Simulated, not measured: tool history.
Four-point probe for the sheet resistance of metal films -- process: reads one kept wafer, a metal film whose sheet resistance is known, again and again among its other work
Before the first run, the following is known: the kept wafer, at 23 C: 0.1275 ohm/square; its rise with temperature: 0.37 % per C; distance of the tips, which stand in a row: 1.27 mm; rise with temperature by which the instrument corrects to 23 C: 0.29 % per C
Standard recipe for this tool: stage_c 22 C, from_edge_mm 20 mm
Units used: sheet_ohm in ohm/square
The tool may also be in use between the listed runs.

Run 1, hour 0.0: usual settings. Result: sheet_ohm 0.127583 ohm/square.
Run 2, hour 26.7: usual settings. Result: sheet_ohm 0.127529 ohm/square.
Run 3, hour 53.1: usual settings. Result: sheet_ohm 0.127602 ohm/square.
Run 4, hour 71.4: usual settings. Result: sheet_ohm 0.127608 ohm/square.
Run 5, hour 101.4: usual settings. Result: sheet_ohm 0.127570 ohm/square.
Run 6, hour 121.0: usual settings. Result: sheet_ohm 0.127557 ohm/square.
Run 7, hour 136.4: usual settings but from_edge_mm 5 mm. Result: sheet_ohm 0.131554 ohm/square.
At hour 139.4: stage's thermometer calibrated.
Run 8, hour 152.4: usual settings but from_edge_mm 5 mm. Result: sheet_ohm 0.131662 ohm/square.
Run 9, hour 181.7: usual settings but from_edge_mm 5 mm. Result: sheet_ohm 0.131667 ohm/square.
Run 10, hour 209.5: usual settings but from_edge_mm 5 mm. Result: sheet_ohm 0.131718 ohm/square.
Run 11, hour 239.1: usual settings but stage_c 30 C, from_edge_mm 5 mm. Result: sheet_ohm 0.132460 ohm/square.
At hour 251.7: stage's thermometer calibrated, once more.
Run 12, hour 259.9: usual settings. Result: sheet_ohm 0.127369 ohm/square.
Run 13, hour 283.1: usual settings. Result: sheet_ohm 0.127351 ohm/square.
Run 14, hour 304.3: usual settings. Result: sheet_ohm 0.127369 ohm/square.
Run 15, hour 337.3: usual settings but stage_c 31 C, from_edge_mm 62 mm. Result: sheet_ohm 0.128008 ohm/square.
Run 16, hour 367.5: usual settings but stage_c 21 C, from_edge_mm 68 mm. Result: sheet_ohm 0.127026 ohm/square.
Run 17, hour 389.5: usual settings but stage_c 21 C, from_edge_mm 68 mm. Result: sheet_ohm 0.126985 ohm/square.
Run 18, hour 406.7: usual settings but from_edge_mm 22 mm. Result: sheet_ohm 0.127291 ohm/square.
Run 19, hour 443.6: usual settings but stage_c 25 C, from_edge_mm 22 mm. Result: sheet_ohm 0.127623 ohm/square.
Run 20, hour 471.4: usual settings but stage_c 27 C, from_edge_mm 54 mm. Result: sheet_ohm 0.127620 ohm/square.
Run 21, hour 488.3: usual settings but stage_c 27 C, from_edge_mm 54 mm. Result: sheet_ohm 0.127645 ohm/square.
Run 22, hour 521.8: usual settings but stage_c 34 C, from_edge_mm 3 mm. Result: sheet_ohm 0.139430 ohm/square.
Run 23, hour 557.4: usual settings but stage_c 21 C, from_edge_mm 75 mm. Result: sheet_ohm 0.127002 ohm/square.

Predict each of these 5 candidate next runs independently; none follows another, all start after run 23:
Run A, hour 575.5: usual settings but stage_c 25 C, from_edge_mm 3 mm. Result: sheet_ohm ?.
Run B, hour 575.5: usual settings but stage_c 35 C, from_edge_mm 38 mm. Result: sheet_ohm ?.
Run C, hour 575.5: usual settings but stage_c 18 C, from_edge_mm 14 mm. Result: sheet_ohm ?.
Run D, hour 575.5: usual settings but stage_c 29 C, from_edge_mm 13 mm. Result: sheet_ohm ?.
Run E, hour 575.5: usual settings but stage_c 21 C, from_edge_mm 33 mm. Result: sheet_ohm ?.

run  sheet_ohm
  A   0.138481
  B   0.128413
  C   0.127257
  D   0.128424
  E   0.127087
What these runs would have given with no unlogged condition in the tool:
run  sheet_ohm
  A   0.138827
  B   0.128736
  C   0.127577
  D   0.128747
  E   0.127406

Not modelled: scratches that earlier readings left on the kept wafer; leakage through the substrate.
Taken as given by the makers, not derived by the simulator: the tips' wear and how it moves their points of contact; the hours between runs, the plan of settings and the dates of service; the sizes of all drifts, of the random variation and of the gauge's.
